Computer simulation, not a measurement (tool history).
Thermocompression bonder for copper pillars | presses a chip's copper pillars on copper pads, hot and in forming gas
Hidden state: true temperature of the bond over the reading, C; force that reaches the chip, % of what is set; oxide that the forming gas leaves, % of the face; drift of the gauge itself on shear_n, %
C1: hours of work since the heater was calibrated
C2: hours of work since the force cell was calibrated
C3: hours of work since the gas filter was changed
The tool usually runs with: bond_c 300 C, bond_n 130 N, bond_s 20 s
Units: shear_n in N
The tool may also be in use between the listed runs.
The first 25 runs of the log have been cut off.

run 26 hour=240.1 | bond_c=300 bond_n=180 bond_s=20 | C1=466 C2=8 C3=151 | shear_n=51.4
run 27 hour=247.6 | bond_c=300 bond_n=160 bond_s=20 | C1=471 C2=13 C3=156 | shear_n=47.9
run 28 hour=253 | bond_c=320 bond_n=107 bond_s=10 | C1=475 C2=17 C3=160 | shear_n=35.6
run 29 hour=263.8 | bond_c=274 bond_n=155 bond_s=20 | C1=481 C2=23 C3=166 | shear_n=35
run 30 hour=273.6 | bond_c=300 bond_n=194 bond_s=11 | C1=488 C2=30 C3=173 | shear_n=42
run 31 hour=286.2 | bond_c=325 bond_n=140 bond_s=24 | C1=496 C2=38 C3=181 | shear_n=58.3
run 32 hour=296.2 | bond_c=325 bond_n=140 bond_s=24 | C1=502 C2=44 C3=187 | shear_n=58.3
run 33 hour=304.1 | bond_c=321 bond_n=130 bond_s=15 | C1=507 C2=49 C3=192 | shear_n=47.2
run 34 hour=312.1 | bond_c=292 bond_n=130 bond_s=18 | C1=512 C2=54 C3=197 | shear_n=37.2
run 35 hour=320.4 | bond_c=286 bond_n=95 bond_s=20 | C1=517 C2=59 C3=202 | shear_n=29.2
run 36 hour=328.2 | bond_c=319 bond_n=130 bond_s=50 | C1=522 C2=64 C3=207 | shear_n=65.2
run 37 hour=340 | bond_c=291 bond_n=130 bond_s=12 | C1=530 C2=72 C3=215 | shear_n=31.2
run 38 hour=346.5 | bond_c=283 bond_n=130 bond_s=20 | C1=534 C2=76 C3=219 | shear_n=34.3
run 39 hour=359.2 | bond_c=294 bond_n=130 bond_s=20 | C1=542 C2=84 C3=227 | shear_n=39.7

Branching from run 39: 5 alternative next runs. What would each branch give?
run A hour=365.6 | bond_c=292 bond_n=130 bond_s=52 | C1=546 C2=88 C3=231 | shear_n=?
run B hour=365.6 | bond_c=294 bond_n=92 bond_s=54 | C1=546 C2=88 C3=231 | shear_n=?
run C hour=365.6 | bond_c=300 bond_n=141 bond_s=38 | C1=546 C2=88 C3=231 | shear_n=?
run D hour=365.6 | bond_c=294 bond_n=130 bond_s=26 | C1=546 C2=88 C3=231 | shear_n=?
run E hour=365.6 | bond_c=294 bond_n=93 bond_s=20 | C1=546 C2=88 C3=231 | shear_n=?

run=A shear_n=53.4
run=B shear_n=45.8
run=C shear_n=54.3
run=D shear_n=43.5
run=E shear_n=30.1
Take away the tool's hidden state, keep each run's random variation, and the runs would have read:
run=A shear_n=58.5
run=B shear_n=50.3
run=C shear_n=59.4
run=D shear_n=47.7
run=E shear_n=33.2
